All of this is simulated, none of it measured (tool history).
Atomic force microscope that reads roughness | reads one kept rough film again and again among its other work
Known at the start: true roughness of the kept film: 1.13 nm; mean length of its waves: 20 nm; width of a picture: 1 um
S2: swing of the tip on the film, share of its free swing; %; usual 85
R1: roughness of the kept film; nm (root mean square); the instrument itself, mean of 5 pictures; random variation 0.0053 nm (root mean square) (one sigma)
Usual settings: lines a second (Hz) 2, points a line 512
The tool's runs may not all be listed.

run 1 hour=0 | lines_a_second_(Hz)=2 S2=85 points_a_line=512 | R1=0.792
run 2 hour=6.9 | lines_a_second_(Hz)=2 S2=85 points_a_line=512 | R1=0.779
run 3 hour=12.8 | lines_a_second_(Hz)=2 S2=85 points_a_line=512 | R1=0.779
run 4 hour=19.5 | lines_a_second_(Hz)=2 S2=85 points_a_line=512 | R1=0.773
run 5 hour=31.9 | lines_a_second_(Hz)=2 S2=85 points_a_line=512 | R1=0.765
run 6 hour=45.1 | lines_a_second_(Hz)=2 S2=85 points_a_line=512 | R1=0.752
-- hour=55.5 new tip fitted
run 7 hour=58.6 | lines_a_second_(Hz)=2 S2=85 points_a_line=512 | R1=0.863
run 8 hour=69.3 | lines_a_second_(Hz)=1.41 S2=85 points_a_line=512 | R1=0.886
run 9 hour=75.3 | lines_a_second_(Hz)=2 S2=85 points_a_line=512 | R1=0.842
run 10 hour=86.5 | lines_a_second_(Hz)=2 S2=85 points_a_line=512 | R1=0.846
run 11 hour=95.3 | lines_a_second_(Hz)=0.64 S2=85 points_a_line=512 | R1=0.905
run 12 hour=106.4 | lines_a_second_(Hz)=2 S2=85 points_a_line=512 | R1=0.818
run 13 hour=116.3 | lines_a_second_(Hz)=2 S2=85 points_a_line=512 | R1=0.806
run 14 hour=128.5 | lines_a_second_(Hz)=2 S2=85 points_a_line=512 | R1=0.798
run 15 hour=136 | lines_a_second_(Hz)=2 S2=85 points_a_line=512 | R1=0.796
run 16 hour=149.1 | lines_a_second_(Hz)=0.81 S2=85 points_a_line=512 | R1=0.847
run 17 hour=160 | lines_a_second_(Hz)=0.81 S2=85 points_a_line=512 | R1=0.84
run 18 hour=170.4 | lines_a_second_(Hz)=0.81 S2=85 points_a_line=512 | R1=0.819
run 19 hour=183.5 | lines_a_second_(Hz)=0.81 S2=85 points_a_line=512 | R1=0.807
-- hour=189.2 new tip fitted
run 20 hour=193.3 | lines_a_second_(Hz)=0.81 S2=85 points_a_line=512 | R1=0.93
run 21 hour=202.4 | lines_a_second_(Hz)=0.81 S2=85 points_a_line=512 | R1=0.911
run 22 hour=208.7 | lines_a_second_(Hz)=0.81 S2=85 points_a_line=512 | R1=0.911
run 23 hour=215.4 | lines_a_second_(Hz)=0.81 S2=85 points_a_line=512 | R1=0.918
run 24 hour=228 | lines_a_second_(Hz)=0.81 S2=85 points_a_line=512 | R1=0.892
run 25 hour=234.4 | lines_a_second_(Hz)=0.81 S2=85 points_a_line=512 | R1=0.885
run 26 hour=241.9 | lines_a_second_(Hz)=3.44 S2=87 points_a_line=261 | R1=0.697
run 27 hour=255.1 | lines_a_second_(Hz)=1.4 S2=85 points_a_line=519 | R1=0.827
run 28 hour=265.9 | lines_a_second_(Hz)=1.4 S2=85 points_a_line=519 | R1=0.812
run 29 hour=275.8 | lines_a_second_(Hz)=1.4 S2=85 points_a_line=519 | R1=0.821
run 30 hour=281.6 | lines_a_second_(Hz)=1.4 S2=56 points_a_line=323 | R1=0.873
run 31 hour=294.2 | lines_a_second_(Hz)=2.01 S2=76 points_a_line=597 | R1=0.801
run 32 hour=302.1 | lines_a_second_(Hz)=1.03 S2=73 points_a_line=378 | R1=0.835
run 33 hour=310.6 | lines_a_second_(Hz)=1.03 S2=73 points_a_line=378 | R1=0.812
run 34 hour=317.2 | lines_a_second_(Hz)=2 S2=85 points_a_line=644 | R1=0.747
-- hour=322.2 new tip fitted
run 35 hour=329.8 | lines_a_second_(Hz)=0.66 S2=85 points_a_line=479 | R1=0.927
run 36 hour=337.2 | lines_a_second_(Hz)=2 S2=68 points_a_line=794 | R1=0.922
run 37 hour=348.9 | lines_a_second_(Hz)=0.83 S2=85 points_a_line=314 | R1=0.885
run 38 hour=354.5 | lines_a_second_(Hz)=1.61 S2=76 points_a_line=540 | R1=0.89
run 39 hour=361.8 | lines_a_second_(Hz)=1.59 S2=82 points_a_line=401 | R1=0.85
run 40 hour=369.8 | lines_a_second_(Hz)=1.91 S2=58 points_a_line=326 | R1=0.897
run 41 hour=376.9 | lines_a_second_(Hz)=1.91 S2=83 points_a_line=667 | R1=0.824
run 42 hour=387.3 | lines_a_second_(Hz)=2 S2=67 points_a_line=512 | R1=0.869
run 43 hour=395.5 | lines_a_second_(Hz)=2 S2=62 points_a_line=512 | R1=0.876
run 44 hour=401.7 | lines_a_second_(Hz)=2 S2=62 points_a_line=512 | R1=0.867
run 45 hour=410 | lines_a_second_(Hz)=2 S2=62 points_a_line=512 | R1=0.865
run 46 hour=419.8 | lines_a_second_(Hz)=0.84 S2=85 points_a_line=512 | R1=0.837
run 47 hour=429.3 | lines_a_second_(Hz)=0.84 S2=85 points_a_line=512 | R1=0.831
run 48 hour=439.3 | lines_a_second_(Hz)=0.67 S2=85 points_a_line=512 | R1=0.828
run 49 hour=446.8 | lines_a_second_(Hz)=0.98 S2=68 points_a_line=513 | R1=0.841

Forecast each of these 5 alternatives for the next run:
run A hour=452.4 | lines_a_second_(Hz)=1.81 S2=85 points_a_line=870 | R1=?
run B hour=452.4 | lines_a_second_(Hz)=1.03 S2=68 points_a_line=426 | R1=?
run C hour=452.4 | lines_a_second_(Hz)=1.82 S2=73 points_a_line=835 | R1=?
run D hour=452.4 | lines_a_second_(Hz)=0.98 S2=68 points_a_line=384 | R1=?
run E hour=452.4 | lines_a_second_(Hz)=3.73 S2=85 points_a_line=763 | R1=?

run=A R1=0.751
run=B R1=0.817
run=C R1=0.8
run=D R1=0.825
run=E R1=0.67
Without the tool's hidden state the same runs would have given:
run=A R1=0.879
run=B R1=0.957
run=C R1=0.936
run=D R1=0.966
run=E R1=0.784

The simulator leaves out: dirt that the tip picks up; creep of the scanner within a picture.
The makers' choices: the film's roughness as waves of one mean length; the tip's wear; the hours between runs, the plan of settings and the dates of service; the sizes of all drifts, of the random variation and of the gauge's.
